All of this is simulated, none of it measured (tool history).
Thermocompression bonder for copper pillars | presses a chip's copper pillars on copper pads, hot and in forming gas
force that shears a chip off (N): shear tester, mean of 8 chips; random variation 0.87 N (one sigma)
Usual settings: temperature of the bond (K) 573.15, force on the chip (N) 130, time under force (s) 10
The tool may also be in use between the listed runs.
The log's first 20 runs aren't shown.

run	hour	temperature of the bond (K)	force on the chip (N)	time under force (s)	force that shears a chip off (N)
21	154.2	552.15	130	10	55.0
22	160.2	552.15	130	10	55.4
23	166.9	552.15	130	6	45.6
24	175.6	552.15	141	27	81.1
25	183.6	547.15	165	25	81.9
26	192.5	547.15	165	25	82.0
27	201.1	547.15	165	25	82.2
28	206.5	544.15	187	10	65.9
29	213.5	544.15	86	7	31.4
30	220.2	544.15	124	6	39.8
31	227.4	573.15	89	10	54.1
32	235.5	573.15	109	10	63.4
33	241.3	572.15	180	10	85.5
34	247.8	566.15	83	9	46.4
35	252.8	586.15	88	22	80.7
36	261.3	586.15	88	22	79.6
37	270.4	573.15	131	6	59.0
38	280.1	573.15	131	6	61.3
39	286.2	589.15	88	5	51.0
40	293.5	568.15	125	18	80.3
41	301.0	592.15	84	12	70.2

3 ways to go on from here, each from the tool as it stands after run 41. What would each give?
A	306.3	573.15	94	22	?
B	306.3	544.15	92	18	?
C	306.3	592.15	88	24	?

run	force that shears a chip off (N)
A	74.2
B	49.3
C	87.5
Without the tool's hidden state the same runs would have given:
run	force that shears a chip off (N)
A	74.5
B	49.6
C	87.9

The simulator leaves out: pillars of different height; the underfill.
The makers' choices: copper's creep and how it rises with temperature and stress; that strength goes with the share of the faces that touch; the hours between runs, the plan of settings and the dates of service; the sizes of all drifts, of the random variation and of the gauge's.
